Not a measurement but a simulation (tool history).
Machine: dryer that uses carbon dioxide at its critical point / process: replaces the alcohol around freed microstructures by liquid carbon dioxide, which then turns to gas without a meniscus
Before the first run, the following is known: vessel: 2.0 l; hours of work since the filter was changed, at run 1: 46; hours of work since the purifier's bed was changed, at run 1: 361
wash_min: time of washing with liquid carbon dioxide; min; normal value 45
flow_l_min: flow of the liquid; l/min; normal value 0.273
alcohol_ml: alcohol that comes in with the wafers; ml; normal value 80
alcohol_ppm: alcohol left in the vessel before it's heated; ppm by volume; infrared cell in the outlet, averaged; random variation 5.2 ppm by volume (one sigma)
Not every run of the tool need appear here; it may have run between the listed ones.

run,hour,wash_min,flow_l_min,alcohol_ml,hours of work since the filter was changed,hours of work since the purifier's bed was changed,alcohol_ppm
1,0.0,45,0.273,80,46,361,134
2,12.6,45,0.273,80,54,370,123
3,28.7,45,0.273,80,65,380,119
4,43.9,45,0.273,80,75,390,132
5,61.7,45,0.273,80,87,402,144
6,77.4,45,0.273,80,97,412,145
7,87.0,45,0.273,80,103,419,157
8,104.9,45,0.273,80,115,430,164
9,122.5,45,0.273,80,127,442,160
10,136.1,45,0.273,80,136,451,162
11,145.4,45,0.273,80,142,457,168
12,159.9,45,0.425,80,151,467,38
13,170.2,45,0.425,80,158,473,29
14,186.6,45,0.425,80,169,484,33
15,205.0,45,0.425,80,181,496,45
16,219.8,45,0.425,80,191,506,39
17,228.8,45,0.425,80,197,512,47
18,241.3,45,0.425,80,205,520,45
19,256.5,64,0.273,80,215,530,52
20,278.6,64,0.273,80,229,545,50
21,296.3,64,0.273,80,241,556,59
22,315.4,64,0.273,82,254,569,48
# hour 328.6: inlet filter changed
23,332.2,64,0.273,82,2,579,48
24,348.0,64,0.273,82,13,590,47
25,364.6,44,0.261,28,24,601,97
26,384.8,70,0.273,80,37,614,39
27,401.3,70,0.273,80,48,625,38
28,420.9,45,0.280,44,61,638,95
29,438.9,37,0.200,44,73,649,656
30,451.3,37,0.200,44,81,658,639
31,461.5,37,0.200,44,87,664,671
32,473.8,37,0.245,55,96,672,417
33,490.8,45,0.326,33,107,684,60
34,502.2,65,0.260,68,114,691,55
35,522.4,55,0.260,116,127,704,112

Run 36 comes next. What will it give?
36,537.6,28,0.207,32,137,714,?

Run 36 came out at alcohol_ppm 1071 ppm by volume.
Minus the tool's unlogged condition, the same run would have read alcohol_ppm 836 ppm by volume.
